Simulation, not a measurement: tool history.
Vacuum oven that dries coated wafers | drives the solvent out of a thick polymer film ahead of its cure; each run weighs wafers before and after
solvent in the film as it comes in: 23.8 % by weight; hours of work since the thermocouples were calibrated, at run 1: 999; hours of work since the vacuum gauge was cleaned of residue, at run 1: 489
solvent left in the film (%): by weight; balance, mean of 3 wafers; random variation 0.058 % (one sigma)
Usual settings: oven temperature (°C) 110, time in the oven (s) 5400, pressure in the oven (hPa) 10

run,hour,oven temperature (°C),time in the oven (s),pressure in the oven (hPa),hours of work since the thermocouples were calibrated,hours of work since the vacuum gauge was cleaned of residue,solvent left in the film (%)
1,0,110,5400,10,999,489,3.55
2,37.2,110,5400,10,1028,518,3.58
3,82.2,110,5400,10,1062,553,3.63
4,124.4,110,5400,10,1095,585,3.63
5,161.1,110,7140,10,1123,614,2.57
6,213.6,110,5400,5,1164,654,3.13
7,258.7,110,5400,10,1198,689,3.78
8,323.1,110,5400,10,1248,739,3.63
9,384.3,110,6840,6.6,1295,786,2.43
10,431.6,110,6840,6.6,1332,822,2.44
11,459.9,108,5520,28.3,1354,844,6.19
# hour 488.6: oven's thermocouples calibrated
12,520.1,108,5520,28.3,24,889,5.67
13,572.5,108,5520,28.3,65,930,5.69
14,632.2,120,3360,11.6,111,976,3.61
15,696.9,100,5580,6.1,161,1026,5.8

Forecast each of these 4 alternatives for the next run:
A,733.6,110,7320,10,189,1054,?
B,733.6,108,4680,10.3,189,1054,?
C,733.6,109,6000,12.2,189,1054,?
D,733.6,101,5460,10,189,1054,?

run,solvent left in the film (%)
A,2.49
B,4.91
C,3.52
D,6.01
Without the tool's hidden state the same runs would have given:
run,solvent left in the film (%)
A,1.9
B,4.29
C,2.91
D,5.26
